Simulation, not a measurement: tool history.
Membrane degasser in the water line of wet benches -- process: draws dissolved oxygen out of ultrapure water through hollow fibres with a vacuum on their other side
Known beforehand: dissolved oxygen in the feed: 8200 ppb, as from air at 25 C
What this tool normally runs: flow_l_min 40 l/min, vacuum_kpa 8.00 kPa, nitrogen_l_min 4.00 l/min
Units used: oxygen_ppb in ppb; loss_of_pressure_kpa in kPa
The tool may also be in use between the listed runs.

run 1 hour=0.0 | flow_l_min=40 vacuum_kpa=8.00 nitrogen_l_min=4.00 | oxygen_ppb=166.4 loss_of_pressure_kpa=51.66
run 2 hour=138.9 | flow_l_min=40 vacuum_kpa=8.00 nitrogen_l_min=4.00 | oxygen_ppb=167.1 loss_of_pressure_kpa=51.88
run 3 hour=300.5 | flow_l_min=54 vacuum_kpa=8.00 nitrogen_l_min=4.00 | oxygen_ppb=280.2 loss_of_pressure_kpa=69.76
run 4 hour=423.6 | flow_l_min=54 vacuum_kpa=8.00 nitrogen_l_min=4.00 | oxygen_ppb=276.4 loss_of_pressure_kpa=69.43
run 5 hour=632.3 | flow_l_min=54 vacuum_kpa=8.00 nitrogen_l_min=2.82 | oxygen_ppb=327.6 loss_of_pressure_kpa=69.46
run 6 hour=811.9 | flow_l_min=54 vacuum_kpa=8.00 nitrogen_l_min=2.82 | oxygen_ppb=333.0 loss_of_pressure_kpa=69.96
run 7 hour=1047.9 | flow_l_min=64 vacuum_kpa=8.00 nitrogen_l_min=2.82 | oxygen_ppb=434.6 loss_of_pressure_kpa=83.17
run 8 hour=1275.5 | flow_l_min=49 vacuum_kpa=8.00 nitrogen_l_min=2.82 | oxygen_ppb=288.4 loss_of_pressure_kpa=63.57
run 9 hour=1450.7 | flow_l_min=40 vacuum_kpa=8.00 nitrogen_l_min=4.00 | oxygen_ppb=165.7 loss_of_pressure_kpa=51.82
run 10 hour=1701.7 | flow_l_min=40 vacuum_kpa=8.00 nitrogen_l_min=4.00 | oxygen_ppb=168.7 loss_of_pressure_kpa=51.68
run 11 hour=1904.3 | flow_l_min=40 vacuum_kpa=8.00 nitrogen_l_min=4.00 | oxygen_ppb=168.3 loss_of_pressure_kpa=52.05
run 12 hour=2043.3 | flow_l_min=40 vacuum_kpa=8.00 nitrogen_l_min=4.00 | oxygen_ppb=164.3 loss_of_pressure_kpa=51.83
run 13 hour=2149.4 | flow_l_min=29 vacuum_kpa=8.00 nitrogen_l_min=4.00 | oxygen_ppb=101.4 loss_of_pressure_kpa=37.74
run 14 hour=2314.3 | flow_l_min=40 vacuum_kpa=8.00 nitrogen_l_min=4.00 | oxygen_ppb=166.6 loss_of_pressure_kpa=51.96
run 15 hour=2440.1 | flow_l_min=40 vacuum_kpa=8.00 nitrogen_l_min=4.00 | oxygen_ppb=167.8 loss_of_pressure_kpa=52.15
run 16 hour=2553.9 | flow_l_min=40 vacuum_kpa=8.00 nitrogen_l_min=4.00 | oxygen_ppb=167.6 loss_of_pressure_kpa=51.66
run 17 hour=2740.0 | flow_l_min=40 vacuum_kpa=7.86 nitrogen_l_min=6.30 | oxygen_ppb=125.1 loss_of_pressure_kpa=51.81
run 18 hour=2955.8 | flow_l_min=40 vacuum_kpa=7.86 nitrogen_l_min=6.30 | oxygen_ppb=127.0 loss_of_pressure_kpa=51.95
run 19 hour=3200.5 | flow_l_min=31 vacuum_kpa=8.26 nitrogen_l_min=2.64 | oxygen_ppb=158.8 loss_of_pressure_kpa=39.76
run 20 hour=3310.5 | flow_l_min=40 vacuum_kpa=5.89 nitrogen_l_min=6.37 | oxygen_ppb=95.9 loss_of_pressure_kpa=52.04
run 21 hour=3469.2 | flow_l_min=40 vacuum_kpa=5.52 nitrogen_l_min=3.09 | oxygen_ppb=125.1 loss_of_pressure_kpa=52.12
run 22 hour=3650.8 | flow_l_min=40 vacuum_kpa=5.52 nitrogen_l_min=3.09 | oxygen_ppb=124.8 loss_of_pressure_kpa=52.23
run 23 hour=3872.2 | flow_l_min=40 vacuum_kpa=5.52 nitrogen_l_min=3.09 | oxygen_ppb=126.3 loss_of_pressure_kpa=52.01
run 24 hour=4058.7 | flow_l_min=40 vacuum_kpa=16.45 nitrogen_l_min=1.99 | oxygen_ppb=603.3 loss_of_pressure_kpa=51.77
run 25 hour=4299.5 | flow_l_min=29 vacuum_kpa=16.45 nitrogen_l_min=1.83 | oxygen_ppb=468.9 loss_of_pressure_kpa=37.63
run 26 hour=4493.0 | flow_l_min=27 vacuum_kpa=8.00 nitrogen_l_min=4.00 | oxygen_ppb=89.8 loss_of_pressure_kpa=35.20
run 27 hour=4748.2 | flow_l_min=27 vacuum_kpa=8.00 nitrogen_l_min=4.00 | oxygen_ppb=91.5 loss_of_pressure_kpa=34.90
run 28 hour=4971.8 | flow_l_min=26 vacuum_kpa=7.95 nitrogen_l_min=6.36 | oxygen_ppb=58.0 loss_of_pressure_kpa=33.67
run 29 hour=5115.5 | flow_l_min=29 vacuum_kpa=7.95 nitrogen_l_min=3.58 | oxygen_ppb=107.1 loss_of_pressure_kpa=37.85
run 30 hour=5219.0 | flow_l_min=38 vacuum_kpa=8.00 nitrogen_l_min=5.32 | oxygen_ppb=125.3 loss_of_pressure_kpa=49.17
run 31 hour=5384.3 | flow_l_min=30 vacuum_kpa=15.50 nitrogen_l_min=4.00 | oxygen_ppb=238.2 loss_of_pressure_kpa=38.82

Withheld: 1 entry from between the runs. Position of each, and hidden state at the listed run before versus the listed run after:
After run 14, before run 15: seals of the vacuum lines changed (hour 2349.2)
  air that leaks in behind the membrane, l/min: 0.0022 -> 0.002
